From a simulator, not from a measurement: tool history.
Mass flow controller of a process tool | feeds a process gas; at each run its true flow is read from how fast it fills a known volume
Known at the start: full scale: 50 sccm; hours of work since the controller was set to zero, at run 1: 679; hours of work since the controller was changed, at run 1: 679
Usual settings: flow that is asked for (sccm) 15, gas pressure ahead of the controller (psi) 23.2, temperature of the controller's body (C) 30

| run | hour | flow that is asked for (sccm) | gas pressure ahead of the controller (psi) | temperature of the controller's body (C) | hours of work since the controller was set to zero | hours of work since the controller was changed | true flow (%) |
|---|---|---|---|---|---|---|---|
| 1 | 0.0 | 15 | 23.2 | 30 | 679 | 679 | 97.36 |
| 2 | 143.3 | 15 | 23.2 | 30 | 757 | 757 | 97.29 |
| 3 | 287.9 | 15 | 23.2 | 30 | 835 | 835 | 97.30 |
| 4 | 421.0 | 15 | 23.2 | 30 | 907 | 907 | 97.27 |
| 5 | 543.6 | 12 | 23.2 | 30 | 974 | 974 | 96.79 |
| 6 | 649.7 | 12 | 23.2 | 30 | 1032 | 1032 | 96.69 |
| 7 | 804.8 | 12 | 23.2 | 30 | 1116 | 1116 | 96.63 |
| 8 | 901.9 | 15 | 23.2 | 34 | 1169 | 1169 | 96.83 |
| 9 | 1054.8 | 28 | 23.2 | 30 | 1252 | 1252 | 97.95 |
| 10 | 1143.4 | 15 | 24.7 | 30 | 1300 | 1300 | 96.83 |
| 11 | 1285.7 | 15 | 23.2 | 30 | 1377 | 1377 | 96.74 |
| 12 | 1379.0 | 15 | 23.2 | 30 | 1428 | 1428 | 96.72 |
| 13 | 1506.1 | 15 | 23.2 | 30 | 1497 | 1497 | 96.57 |
| 14 | 1666.6 | 24 | 34.1 | 29 | 1584 | 1584 | 97.48 |
| 15 | 1809.7 | 24 | 34.1 | 29 | 1662 | 1662 | 97.41 |
| 16 | 1881.3 | 24 | 34.1 | 34 | 1701 | 1701 | 97.20 |
| 17 | 2012.0 | 33 | 33.8 | 32 | 1772 | 1772 | 98.10 |
| 18 | 2103.8 | 25 | 25.2 | 24 | 1821 | 1821 | 97.58 |
| 19 | 2236.3 | 15 | 21.5 | 30 | 1893 | 1893 | 96.13 |
| 20 | 2353.9 | 11 | 24.4 | 32 | 1957 | 1957 | 95.20 |
| 21 | 2453.7 | 6 | 31.9 | 36 | 2012 | 2012 | 92.69 |
| 22 | 2613.4 | 6 | 31.9 | 36 | 2098 | 2098 | 92.71 |
| 23 | 2763.9 | 15 | 23.2 | 38 | 2180 | 2180 | 95.69 |
| 24 | 2878.3 | 15 | 35.8 | 28 | 2242 | 2242 | 96.05 |
| 25 | 2946.5 | 9 | 37.3 | 40 | 2279 | 2279 | 93.96 |

4 ways to go on from here, each from the tool as it stands after run 25. What would each give?
| A | 3086.0 | 9 | 27.3 | 40 | 2355 | 2355 | ? |
| B | 3086.0 | 7 | 31.0 | 37 | 2355 | 2355 | ? |
| C | 3086.0 | 20 | 39.0 | 30 | 2355 | 2355 | ? |
| D | 3086.0 | 8 | 24.2 | 30 | 2355 | 2355 | ? |

| run | true flow (%) |
|---|---|
| A | 93.84 |
| B | 92.81 |
| C | 96.64 |
| D | 93.50 |
Without the tool's hidden state the same runs would have given:
| run | true flow (%) |
|---|---|
| A | 97.77 |
| B | 97.73 |
| C | 98.67 |
| D | 97.87 |
